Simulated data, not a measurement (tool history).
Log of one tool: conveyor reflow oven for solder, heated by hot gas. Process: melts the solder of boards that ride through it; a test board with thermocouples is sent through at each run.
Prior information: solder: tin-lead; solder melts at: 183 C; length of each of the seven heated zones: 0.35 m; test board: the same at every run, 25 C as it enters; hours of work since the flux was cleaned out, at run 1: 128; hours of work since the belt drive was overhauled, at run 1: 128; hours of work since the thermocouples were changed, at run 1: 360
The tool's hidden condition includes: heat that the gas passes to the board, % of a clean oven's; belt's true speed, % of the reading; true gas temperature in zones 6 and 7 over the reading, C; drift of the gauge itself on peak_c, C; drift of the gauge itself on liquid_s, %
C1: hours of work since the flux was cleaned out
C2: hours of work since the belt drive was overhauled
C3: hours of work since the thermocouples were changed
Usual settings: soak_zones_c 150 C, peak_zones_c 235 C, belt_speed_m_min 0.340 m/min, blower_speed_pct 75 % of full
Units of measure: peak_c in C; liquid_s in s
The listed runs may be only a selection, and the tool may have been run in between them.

Run 1, hour 0.0: usual settings; C1 128; C2 128; C3 360. Result: peak_c 224.1 C, liquid_s 108.5 s.
Run 2, hour 26.6: usual settings; C1 139; C2 139; C3 371. Result: peak_c 224.1 C, liquid_s 109.4 s.
Run 3, hour 64.1: usual settings; C1 155; C2 155; C3 387. Result: peak_c 223.9 C, liquid_s 109.0 s.
Run 4, hour 91.0: usual settings; C1 167; C2 167; C3 399. Result: peak_c 223.7 C, liquid_s 108.6 s.
Run 5, hour 108.1: usual settings; C1 174; C2 174; C3 406. Result: peak_c 223.2 C, liquid_s 109.1 s.
Run 6, hour 136.3: usual settings; C1 186; C2 186; C3 418. Result: peak_c 224.3 C, liquid_s 108.5 s.
Run 7, hour 170.0: usual settings; C1 201; C2 201; C3 433. Result: peak_c 224.2 C, liquid_s 108.7 s.
Run 8, hour 193.8: usual settings; C1 211; C2 211; C3 443. Result: peak_c 224.0 C, liquid_s 108.8 s.
Run 9, hour 214.7: usual settings; C1 220; C2 220; C3 452. Result: peak_c 223.3 C, liquid_s 108.3 s.
Run 10, hour 243.8: usual settings; C1 232; C2 232; C3 464. Result: peak_c 222.5 C, liquid_s 108.2 s.
Run 11, hour 276.7: usual settings but peak_zones_c 245 C; C1 246; C2 246; C3 479. Result: peak_c 232.9 C, liquid_s 116.3 s.
Run 12, hour 309.7: usual settings but peak_zones_c 245 C; C1 260; C2 260; C3 493. Result: peak_c 232.0 C, liquid_s 115.5 s.
At hour 344.5: flux residue cleaned out of gas plates and filters.
Run 13, hour 347.7: usual settings but peak_zones_c 245 C; C1 1; C2 275; C3 507. Result: peak_c 233.5 C, liquid_s 116.9 s.
Run 14, hour 387.0: usual settings but soak_zones_c 152 C; C1 18; C2 291; C3 524. Result: peak_c 224.7 C, liquid_s 111.4 s.
Run 15, hour 422.5: usual settings but soak_zones_c 152 C; C1 33; C2 307; C3 539. Result: peak_c 224.6 C, liquid_s 111.6 s.
Run 16, hour 456.1: usual settings but soak_zones_c 152 C; C1 48; C2 321; C3 553. Result: peak_c 224.6 C, liquid_s 111.5 s.
Run 17, hour 482.5: usual settings but soak_zones_c 157 C, peak_zones_c 240 C, belt_speed_m_min 0.396 m/min; C1 59; C2 332; C3 565. Result: peak_c 225.8 C, liquid_s 99.3 s.
Run 18, hour 510.3: usual settings but soak_zones_c 157 C, peak_zones_c 240 C, belt_speed_m_min 0.396 m/min; C1 71; C2 344; C3 576. Result: peak_c 226.1 C, liquid_s 98.7 s.
Run 19, hour 542.9: usual settings but belt_speed_m_min 0.274 m/min; C1 85; C2 358; C3 590. Result: peak_c 227.8 C, liquid_s 140.5 s.
Run 20, hour 576.5: usual settings but soak_zones_c 153 C, peak_zones_c 224 C; C1 99; C2 373; C3 605. Result: peak_c 214.1 C, liquid_s 102.2 s.
Run 21, hour 605.8: usual settings but peak_zones_c 230 C, belt_speed_m_min 0.331 m/min; C1 112; C2 385; C3 617. Result: peak_c 219.1 C, liquid_s 108.9 s.
Run 22, hour 623.4: usual settings but peak_zones_c 230 C, belt_speed_m_min 0.331 m/min; C1 119; C2 393; C3 625. Result: peak_c 219.3 C, liquid_s 108.2 s.
Run 23, hour 640.8: usual settings but peak_zones_c 237 C, belt_speed_m_min 0.331 m/min; C1 127; C2 400; C3 632. Result: peak_c 226.1 C, liquid_s 114.8 s.
Run 24, hour 665.9: usual settings but peak_zones_c 237 C, belt_speed_m_min 0.331 m/min; C1 138; C2 411; C3 643. Result: peak_c 225.9 C, liquid_s 114.2 s.
Run 25, hour 694.9: usual settings but peak_zones_c 237 C, belt_speed_m_min 0.330 m/min; C1 150; C2 423; C3 656. Result: peak_c 226.0 C, liquid_s 114.9 s.
Run 26, hour 713.0: usual settings but peak_zones_c 228 C, belt_speed_m_min 0.323 m/min; C1 158; C2 431; C3 663. Result: peak_c 217.6 C, liquid_s 110.1 s.
Run 27, hour 736.9: usual settings but peak_zones_c 228 C, belt_speed_m_min 0.323 m/min; C1 168; C2 441; C3 674. Result: peak_c 217.8 C, liquid_s 109.8 s.
Run 28, hour 774.8: usual settings but belt_speed_m_min 0.316 m/min, blower_speed_pct 73 % of full; C1 184; C2 458; C3 690. Result: peak_c 223.5 C, liquid_s 118.6 s.
Run 29, hour 800.9: usual settings but belt_speed_m_min 0.316 m/min, blower_speed_pct 73 % of full; C1 195; C2 469; C3 701. Result: peak_c 224.3 C, liquid_s 119.4 s.
Run 30, hour 826.2: usual settings but soak_zones_c 137 C, belt_speed_m_min 0.316 m/min, blower_speed_pct 73 % of full; C1 206; C2 480; C3 712. Result: peak_c 222.8 C, liquid_s 108.8 s.
At hour 839.3: thermocouples of zones 6 and 7 changed.
Run 31, hour 855.7: usual settings but soak_zones_c 137 C, belt_speed_m_min 0.316 m/min, blower_speed_pct 73 % of full; C1 218; C2 491; C3 7. Result: peak_c 224.3 C, liquid_s 111.1 s.

Forecast each of these 3 alternatives for the next run:
Run A, hour 895.6: usual settings but soak_zones_c 151 C; C1 235; C2 508; C3 24. Result: peak_c ?, liquid_s ?.
Run B, hour 895.6: usual settings but soak_zones_c 137 C, belt_speed_m_min 0.316 m/min; C1 235; C2 508; C3 24. Result: peak_c ?, liquid_s ?.
Run C, hour 895.6: usual settings but soak_zones_c 164 C, belt_speed_m_min 0.396 m/min, blower_speed_pct 80 % of full; C1 235; C2 508; C3 24. Result: peak_c ?, liquid_s ?.

run  peak_c  liquid_s
  A   224.6     111.4
  B   224.3     111.0
  C   223.5     102.8
Take away the tool's hidden state, keep each run's random variation, and the runs would have read:
run  peak_c  liquid_s
  A   226.0     111.6
  B   225.8     111.7
  C   225.0     102.8
